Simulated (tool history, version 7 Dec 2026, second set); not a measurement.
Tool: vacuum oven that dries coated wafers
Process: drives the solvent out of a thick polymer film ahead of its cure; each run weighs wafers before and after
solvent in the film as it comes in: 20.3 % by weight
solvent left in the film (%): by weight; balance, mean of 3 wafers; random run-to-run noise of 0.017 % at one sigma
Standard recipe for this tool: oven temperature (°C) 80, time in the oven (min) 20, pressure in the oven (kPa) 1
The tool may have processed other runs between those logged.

{"run": 1, "hour": 0.0, "oven temperature (°C)": 80, "time in the oven (min)": 20, "pressure in the oven (kPa)": 1, "solvent left in the film (%)": 1.3}
{"run": 2, "hour": 11.2, "oven temperature (°C)": 80, "time in the oven (min)": 20, "pressure in the oven (kPa)": 1, "solvent left in the film (%)": 1.29}
{"run": 3, "hour": 23.1, "oven temperature (°C)": 80, "time in the oven (min)": 20, "pressure in the oven (kPa)": 1, "solvent left in the film (%)": 1.26}
{"run": 4, "hour": 30.9, "oven temperature (°C)": 80, "time in the oven (min)": 20, "pressure in the oven (kPa)": 1, "solvent left in the film (%)": 1.27}
{"run": 5, "hour": 35.9, "oven temperature (°C)": 80, "time in the oven (min)": 20, "pressure in the oven (kPa)": 1, "solvent left in the film (%)": 1.25}
{"run": 6, "hour": 45.0, "oven temperature (°C)": 80, "time in the oven (min)": 20, "pressure in the oven (kPa)": 3.81, "solvent left in the film (%)": 2.78}
{"run": 7, "hour": 52.4, "oven temperature (°C)": 66, "time in the oven (min)": 12, "pressure in the oven (kPa)": 3.81, "solvent left in the film (%)": 9.55}
{"run": 8, "hour": 60.9, "oven temperature (°C)": 66, "time in the oven (min)": 12, "pressure in the oven (kPa)": 3.81, "solvent left in the film (%)": 9.52}
{"run": 9, "hour": 70.3, "oven temperature (°C)": 66, "time in the oven (min)": 12, "pressure in the oven (kPa)": 1, "solvent left in the film (%)": 7.76}

Run 10 comes next. What will it give?
{"run": 10, "hour": 78.0, "oven temperature (°C)": 87, "time in the oven (min)": 24, "pressure in the oven (kPa)": 3.55, "solvent left in the film (%)": "?"}

solvent left in the film (%): 1.57
Were there no unlogged condition in the tool, this run, its random variation unchanged, would have produced solvent left in the film (%) 1.57.
